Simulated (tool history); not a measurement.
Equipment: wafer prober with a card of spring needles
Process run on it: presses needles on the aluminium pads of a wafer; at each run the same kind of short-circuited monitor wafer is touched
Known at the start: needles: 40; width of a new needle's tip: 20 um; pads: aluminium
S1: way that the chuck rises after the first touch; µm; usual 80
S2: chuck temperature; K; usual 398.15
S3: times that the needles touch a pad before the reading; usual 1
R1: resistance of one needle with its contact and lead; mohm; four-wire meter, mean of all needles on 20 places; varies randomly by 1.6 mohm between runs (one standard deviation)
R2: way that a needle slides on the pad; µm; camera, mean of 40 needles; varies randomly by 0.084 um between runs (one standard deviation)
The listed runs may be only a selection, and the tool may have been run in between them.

run 1 hour=0.0 | S1=80 S2=398.15 S3=1 | R1=174 R2=19.36
-- hour=16.5 tips cleaned on abrasive film
-- hour=33.0 tips cleaned on abrasive film
run 2 hour=46.6 | S1=80 S2=398.15 S3=1 | R1=201 R2=19.22
-- hour=50.8 tips cleaned on abrasive film
-- hour=71.4 tips cleaned on abrasive film
-- hour=87.9 tips cleaned on abrasive film
-- hour=108.5 tips cleaned on abrasive film
-- hour=129.0 tips cleaned on abrasive film
run 3 hour=136.5 | S1=80 S2=398.15 S3=1 | R1=196 R2=19.33
-- hour=148.9 tips cleaned on abrasive film
-- hour=169.4 tips cleaned on abrasive film
-- hour=190.0 tips cleaned on abrasive film
-- hour=206.5 tips cleaned on abrasive film
-- hour=227.1 tips cleaned on abrasive film
run 4 hour=231.5 | S1=80 S2=398.15 S3=1 | R1=196 R2=19.05
-- hour=243.9 tips cleaned on abrasive film
-- hour=264.5 tips cleaned on abrasive film
-- hour=285.1 tips cleaned on abrasive film
-- hour=305.7 tips cleaned on abrasive film
-- hour=326.3 tips cleaned on abrasive film
run 5 hour=332.5 | S1=80 S2=398.15 S3=1 | R1=200 R2=18.95
-- hour=341.0 height of the first contact set anew
-- hour=345.2 tips cleaned on abrasive film
-- hour=365.8 tips cleaned on abrasive film
run 6 hour=379.6 | S1=80 S2=398.15 S3=1 | R1=208 R2=19.52
-- hour=383.8 tips cleaned on abrasive film
-- hour=395.8 card fitted with new needles
-- hour=416.4 tips cleaned on abrasive film
-- hour=432.9 tips cleaned on abrasive film
run 7 hour=439.5 | S1=80 S2=345.15 S3=1 | R1=176 R2=19.55
-- hour=451.9 tips cleaned on abrasive film
-- hour=472.5 tips cleaned on abrasive film
-- hour=489.6 tips cleaned on abrasive film
run 8 hour=489.6 | S1=80 S2=345.15 S3=1 | R1=158 R2=19.52
-- hour=510.2 tips cleaned on abrasive film
-- hour=526.7 tips cleaned on abrasive film
-- hour=547.3 tips cleaned on abrasive film
-- hour=565.8 tips cleaned on abrasive film
run 9 hour=565.8 | S1=80 S2=398.15 S3=1 | R1=165 R2=19.31
-- hour=582.3 tips cleaned on abrasive film
-- hour=602.9 tips cleaned on abrasive film
run 10 hour=606.6 | S1=80 S2=398.15 S3=1 | R1=178 R2=19.29
-- hour=623.1 tips cleaned on abrasive film
-- hour=643.7 tips cleaned on abrasive film
-- hour=664.3 tips cleaned on abrasive film
-- hour=684.9 tips cleaned on abrasive film
-- hour=704.8 tips cleaned on abrasive film
run 11 hour=704.8 | S1=80 S2=398.15 S3=1 | R1=169 R2=19.38
-- hour=725.4 tips cleaned on abrasive film
-- hour=746.0 tips cleaned on abrasive film
-- hour=766.5 tips cleaned on abrasive film
run 12 hour=766.5 | S1=80 S2=398.15 S3=1 | R1=166 R2=19.24
-- hour=786.9 tips cleaned on abrasive film
-- hour=807.5 tips cleaned on abrasive film
-- hour=826.8 tips cleaned on abrasive film
run 13 hour=826.8 | S1=80 S2=398.15 S3=1 | R1=165 R2=19.11
-- hour=847.4 tips cleaned on abrasive film
-- hour=868.0 tips cleaned on abrasive film
-- hour=888.6 tips cleaned on abrasive film
-- hour=908.9 tips cleaned on abrasive film
-- hour=909.2 height of the first contact set anew
run 14 hour=909.2 | S1=80 S2=398.15 S3=2 | R1=165 R2=19.58
-- hour=929.8 tips cleaned on abrasive film
-- hour=950.4 tips cleaned on abrasive film
-- hour=971.0 tips cleaned on abrasive film
run 15 hour=971.9 | S1=80 S2=353.15 S3=1 | R1=163 R2=19.51
-- hour=988.4 tips cleaned on abrasive film
-- hour=1009.0 tips cleaned on abrasive film
run 16 hour=1025.2 | S1=80 S2=353.15 S3=1 | R1=185 R2=19.42
-- hour=1029.4 tips cleaned on abrasive film
-- hour=1045.9 tips cleaned on abrasive film
-- hour=1066.5 tips cleaned on abrasive film
-- hour=1087.1 tips cleaned on abrasive film
-- hour=1107.7 tips cleaned on abrasive film
run 17 hour=1111.2 | S1=76 S2=345.15 S3=1 | R1=172 R2=18.43
-- hour=1127.7 tips cleaned on abrasive film
-- hour=1148.3 tips cleaned on abrasive film
-- hour=1168.9 tips cleaned on abrasive film
-- hour=1189.5 tips cleaned on abrasive film
run 18 hour=1199.1 | S1=76 S2=345.15 S3=1 | R1=187 R2=18.30
-- hour=1207.4 tips cleaned on abrasive film
-- hour=1223.9 tips cleaned on abrasive film
-- hour=1244.5 tips cleaned on abrasive film
run 19 hour=1251.2 | S1=71 S2=398.15 S3=1 | R1=196 R2=16.97
-- hour=1263.6 tips cleaned on abrasive film
-- hour=1284.2 tips cleaned on abrasive film
-- hour=1304.8 tips cleaned on abrasive film
run 20 hour=1313.9 | S1=93 S2=386.15 S3=2 | R1=169 R2=22.43
-- hour=1322.2 tips cleaned on abrasive film
-- hour=1342.8 tips cleaned on abrasive film
-- hour=1360.7 tips cleaned on abrasive film
run 21 hour=1360.7 | S1=89 S2=313.15 S3=1 | R1=147 R2=21.37
-- hour=1381.3 tips cleaned on abrasive film
-- hour=1401.9 tips cleaned on abrasive film
-- hour=1422.5 tips cleaned on abrasive film
-- hour=1422.8 height of the first contact set anew
-- hour=1443.4 tips cleaned on abrasive film
run 22 hour=1451.2 | S1=89 S2=313.15 S3=1 | R1=169 R2=21.75
-- hour=1463.6 tips cleaned on abrasive film
-- hour=1480.1 tips cleaned on abrasive film
-- hour=1500.6 tips cleaned on abrasive film
-- hour=1521.2 tips cleaned on abrasive film
run 23 hour=1523.6 | S1=89 S2=303.15 S3=1 | R1=156 R2=21.69
-- hour=1540.1 tips cleaned on abrasive film
-- hour=1556.6 tips cleaned on abrasive film
-- hour=1573.1 tips cleaned on abrasive film
run 24 hour=1584.4 | S1=73 S2=344.15 S3=1 | R1=192 R2=17.78
-- hour=1592.7 tips cleaned on abrasive film
-- hour=1613.3 tips cleaned on abrasive film
-- hour=1633.9 tips cleaned on abrasive film
-- hour=1654.4 tips cleaned on abrasive film
-- hour=1673.3 tips cleaned on abrasive film
run 25 hour=1673.3 | S1=82 S2=312.15 S3=2 | R1=147 R2=19.76
-- hour=1693.9 tips cleaned on abrasive film
-- hour=1710.4 tips cleaned on abrasive film
-- hour=1731.0 tips cleaned on abrasive film
-- hour=1751.6 tips cleaned on abrasive film
run 26 hour=1756.8 | S1=81 S2=392.15 S3=3 | R1=169 R2=19.49

4 ways to go on from here, each from the tool as it stands after run 26. What would each give?
-- hour=1769.2 tips cleaned on abrasive film
-- hour=1789.7 tips cleaned on abrasive film
-- hour=1806.2 tips cleaned on abrasive film
-- hour=1826.8 tips cleaned on abrasive film
-- hour=1847.4 tips cleaned on abrasive film
run A hour=1850.7 | S1=80 S2=398.15 S3=1 | R1=? R2=?
-- hour=1769.2 tips cleaned on abrasive film
-- hour=1789.7 tips cleaned on abrasive film
-- hour=1806.2 tips cleaned on abrasive film
-- hour=1826.8 tips cleaned on abrasive film
-- hour=1847.4 tips cleaned on abrasive film
run B hour=1850.7 | S1=80 S2=300.15 S3=2 | R1=? R2=?
-- hour=1769.2 tips cleaned on abrasive film
-- hour=1789.7 tips cleaned on abrasive film
-- hour=1806.2 tips cleaned on abrasive film
-- hour=1826.8 tips cleaned on abrasive film
-- hour=1847.4 tips cleaned on abrasive film
run C hour=1850.7 | S1=82 S2=344.15 S3=2 | R1=? R2=?
-- hour=1769.2 tips cleaned on abrasive film
-- hour=1789.7 tips cleaned on abrasive film
-- hour=1806.2 tips cleaned on abrasive film
-- hour=1826.8 tips cleaned on abrasive film
-- hour=1847.4 tips cleaned on abrasive film
run D hour=1850.7 | S1=97 S2=343.15 S3=3 | R1=? R2=?

run=A R1=182 R2=19.17
run=B R1=160 R2=19.29
run=C R1=164 R2=19.61
run=D R1=153 R2=23.08
Take away the tool's hidden state, keep each run's random variation, and the runs would have read:
run=A R1=162 R2=19.58
run=B R1=146 R2=19.70
run=C R1=152 R2=20.02
run=D R1=146 R2=23.49

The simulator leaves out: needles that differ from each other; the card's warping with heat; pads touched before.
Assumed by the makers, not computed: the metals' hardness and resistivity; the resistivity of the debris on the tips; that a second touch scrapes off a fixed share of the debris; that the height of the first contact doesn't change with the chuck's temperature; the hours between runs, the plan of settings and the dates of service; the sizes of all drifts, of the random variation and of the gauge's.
